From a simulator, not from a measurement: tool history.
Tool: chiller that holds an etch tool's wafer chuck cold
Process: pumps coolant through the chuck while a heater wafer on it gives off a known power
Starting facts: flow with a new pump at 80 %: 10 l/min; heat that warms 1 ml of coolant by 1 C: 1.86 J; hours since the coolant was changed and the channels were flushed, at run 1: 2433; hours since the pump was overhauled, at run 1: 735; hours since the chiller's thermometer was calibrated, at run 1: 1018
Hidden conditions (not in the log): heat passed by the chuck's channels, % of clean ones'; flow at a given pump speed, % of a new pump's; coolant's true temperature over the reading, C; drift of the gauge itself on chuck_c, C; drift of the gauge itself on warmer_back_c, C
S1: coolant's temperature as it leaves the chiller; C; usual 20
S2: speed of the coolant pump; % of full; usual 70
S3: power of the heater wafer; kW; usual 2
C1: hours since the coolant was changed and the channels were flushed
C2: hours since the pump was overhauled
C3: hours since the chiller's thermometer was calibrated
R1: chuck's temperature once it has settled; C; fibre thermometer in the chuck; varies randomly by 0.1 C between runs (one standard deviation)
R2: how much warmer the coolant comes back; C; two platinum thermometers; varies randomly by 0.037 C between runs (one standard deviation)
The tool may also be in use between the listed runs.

run    day  S1  S2     S3    C1    C2    C3    R1    R2
  1      0  20  70      2  2433   735  1018  36.9  7.52
  2  1.458  20  70      2  2468   770  1053  37.2  7.51
  3  3.221  20  61      2  2511   812  1095  38.9  8.61
  4  4.238  20  61      2  2535   837  1120    39  8.62
  5  5.012  20  61      2  2554   855  1138    39  8.59
  6  6.125  20  61      2  2580   882  1165    39  8.63
  7  6.971  20  61      2  2601   902  1185  39.1  8.65
  8   8.15  20  70      2  2629   930  1214  37.2  7.54
  9  9.021  29  94  1.639  2650   951  1235  40.1  4.66
 10  9.775  30  70      2  2668   970  1253    47  7.54
 11   10.7  21  75  2.787  2690   992  1275  43.6  9.84
 12   12.2  21  75  2.787  2726  1028  1311  43.7  9.76

Run 13 has not been measured yet. What should we expect?
 13  13.533  21  75  2.787  2758  1060  1343   ?   ?

R1: 43.9 C
R2: 9.79 C
The same run, on a tool lacking any hidden state, would have yielded R1 42.3 C, R2 9.56 C.

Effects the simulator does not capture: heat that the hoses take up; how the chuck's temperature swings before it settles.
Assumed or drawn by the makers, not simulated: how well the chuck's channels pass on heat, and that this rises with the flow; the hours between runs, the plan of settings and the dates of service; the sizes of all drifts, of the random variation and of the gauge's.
